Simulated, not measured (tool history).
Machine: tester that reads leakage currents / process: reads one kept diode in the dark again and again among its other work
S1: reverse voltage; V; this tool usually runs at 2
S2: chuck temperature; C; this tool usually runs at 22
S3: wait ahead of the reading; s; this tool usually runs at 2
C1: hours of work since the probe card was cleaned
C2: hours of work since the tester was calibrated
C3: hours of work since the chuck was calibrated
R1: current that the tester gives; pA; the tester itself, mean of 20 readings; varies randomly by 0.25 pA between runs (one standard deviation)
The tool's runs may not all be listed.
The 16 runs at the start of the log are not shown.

Run 17, hour 2217.2: usual settings but S3 0.38 s; C1 1609; C2 223; C3 753. Result: R1 83.31 pA.
Run 18, hour 2351.9: usual settings but S3 0.38 s; C1 1673; C2 287; C3 817. Result: R1 83.59 pA.
Run 19, hour 2505.4: usual settings but S2 21 C, S3 0.38 s; C1 1746; C2 360; C3 890. Result: R1 76.42 pA.
Run 20, hour 2635.1: usual settings but S2 21 C, S3 0.38 s; C1 1808; C2 422; C3 951. Result: R1 76.01 pA.
At hour 2686.7: chuck's temperature calibrated.
Run 21, hour 2810.7: usual settings but S1 2.26 V, S3 3.12 s; C1 1891; C2 505; C3 59. Result: R1 86.63 pA.
Run 22, hour 2920.7: usual settings but S1 2.26 V, S3 3.12 s; C1 1943; C2 557; C3 111. Result: R1 86.25 pA.
Run 23, hour 3032.4: usual settings but S1 2.26 V, S2 41 C, S3 3.99 s; C1 1996; C2 610; C3 164. Result: R1 424.57 pA.
Run 24, hour 3119.9: usual settings but S3 1.39 s; C1 2038; C2 652; C3 206. Result: R1 81.63 pA.
Run 25, hour 3228: usual settings but S1 1.5 V, S2 24 C, S3 1.39 s; C1 2089; C2 703; C3 258. Result: R1 85.15 pA.
Run 26, hour 3411.4: usual settings but S1 4.9 V, S2 24 C, S3 1.39 s; C1 2177; C2 790; C3 345. Result: R1 149.93 pA.
Run 27, hour 3574: usual settings but S1 8.53 V, S3 2.57 s; C1 2254; C2 868; C3 422. Result: R1 161.22 pA.
Run 28, hour 3692: usual settings but S1 2.22 V, S3 2.46 s; C1 2310; C2 924; C3 478. Result: R1 85.96 pA.
Run 29, hour 3843.8: usual settings but S1 2.22 V, S3 2.46 s; C1 2382; C2 996; C3 551. Result: R1 85.69 pA.
Run 30, hour 3965.1: usual settings but S1 2.39 V, S3 0.41 s; C1 2440; C2 1054; C3 608. Result: R1 90.86 pA.
Run 31, hour 4084.6: usual settings but S1 6.57 V, S2 51 C, S3 1.86 s; C1 2497; C2 1111; C3 665. Result: R1 1512.73 pA.
Run 32, hour 4175.5: usual settings but S1 2.17 V, S2 56 C, S3 0.8 s; C1 2540; C2 1154; C3 708. Result: R1 1291.7 pA.
Run 33, hour 4315.8: usual settings but S1 2.17 V, S2 56 C, S3 0.8 s; C1 2607; C2 1221; C3 775. Result: R1 1291.44 pA.
Run 34, hour 4497.8: usual settings but S1 2.17 V, S2 56 C, S3 0.8 s; C1 2693; C2 1307; C3 862. Result: R1 1294.56 pA.
Run 35, hour 4655.9: usual settings but S1 2.17 V, S2 56 C, S3 0.41 s; C1 2769; C2 1383; C3 937. Result: R1 1295.43 pA.
At hour 4732.9: chuck's temperature calibrated.
Run 36, hour 4804.3: usual settings but S1 2.17 V, S2 56 C, S3 0.41 s; C1 2838; C2 1452; C3 34. Result: R1 1301.72 pA.
Run 37, hour 4946.2: usual settings but S1 10.64 V, S2 56 C, S3 0.41 s; C1 2906; C2 1520; C3 101. Result: R1 2726.63 pA.

Predict each of these 4 candidate next runs independently; none follows another, all start after run 37:
Run A, hour 5106.8: usual settings but S1 1.34 V, S2 45 C, S3 2.91 s; C1 2982; C2 1596; C3 178. Result: R1 ?.
Run B, hour 5106.8: usual settings but S1 5.67 V, S3 0.46 s; C1 2982; C2 1596; C3 178. Result: R1 ?.
Run C, hour 5106.8: usual settings but S1 3.91 V; C1 2982; C2 1596; C3 178. Result: R1 ?.
Run D, hour 5106.8: usual settings but S3 4.92 s; C1 2982; C2 1596; C3 178. Result: R1 ?.

run      R1
  A  457.11
  B  137.13
  C  112.16
  D   81.86
What these runs would have given with no unlogged condition in the tool:
run      R1
  A  457.24
  B  137.01
  C  112.09
  D   81.84

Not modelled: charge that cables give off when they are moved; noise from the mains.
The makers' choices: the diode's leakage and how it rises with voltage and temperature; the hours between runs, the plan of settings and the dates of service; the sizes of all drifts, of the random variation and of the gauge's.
